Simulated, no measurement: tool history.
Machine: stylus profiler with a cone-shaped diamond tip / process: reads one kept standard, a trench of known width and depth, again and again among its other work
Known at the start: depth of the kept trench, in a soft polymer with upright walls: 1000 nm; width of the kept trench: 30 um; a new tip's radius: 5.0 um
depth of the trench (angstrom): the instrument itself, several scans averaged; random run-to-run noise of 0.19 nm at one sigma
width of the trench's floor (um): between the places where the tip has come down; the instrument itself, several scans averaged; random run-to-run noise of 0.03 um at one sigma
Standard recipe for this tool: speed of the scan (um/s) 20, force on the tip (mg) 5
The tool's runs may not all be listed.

run	day	speed of the scan (um/s)	force on the tip (mg)	depth of the trench (angstrom)	width of the trench's floor (um)
1	0	20	5	10270.2	23.05
2	1.662	20	5	10267	23.01
3	2.962	20	1.95	10140.8	22.94
4	3.746	20	1.95	10139	22.87
5	5.667	20	1.95	10138.6	22.87
6	7.283	20	1.78	10127.9	22.81
7	8.838	20	1.78	10129	22.78
8	10.038	20	5	10264.9	22.82
9	11.571	20	5	10265.9	22.8
10	13.475	20	5	10268.3	22.68
11	14.762	20	8.81	10391.1	22.72
12	16.158	20	11.66	10472.1	22.65
13	17.762	20	3.25	10195.6	22.57
14	19.458	20	3.25	10191.3	22.56
15	20.738	20	3.25	10191.6	22.5
16	22.533	27	5	10262.6	22.49
17	24.45	27	5	10260.9	22.38
# day 24.583: height scale calibrated on a step standard
18	25.862	27	8.02	10358.1	22.46
19	27.217	61	3.85	10207.8	22.19
# day 27.492: height scale calibrated on a step standard, once more
20	28.208	61	3.85	10232.6	22.15
21	29.804	61	3.85	10231.9	22.13
22	30.879	5	9.68	10424.5	22.36
23	31.996	14	10.33	10441.6	22.31
24	33.133	25	1.88	10138.3	22.19
25	34.762	41	2.29	10160	22.03
26	36.596	36	1.7	10128.4	22.04
27	37.854	36	1.7	10126.2	22.03
28	39.742	36	2.15	10150.8	21.97
29	41.454	9	14.59	10557.5	22.1
30	42.7	72	6.48	10320.7	21.89

Expected results for the next run?
31	44.275	30	7.03	?	?

{"run 31": {"depth of the trench (angstrom)": 10342, "width of the trench's floor (um)": 22.03}}
The same run, on a tool lacking any hidden state, would have yielded depth of the trench (angstrom) 10350.3, width of the trench's floor (um) 23.98.
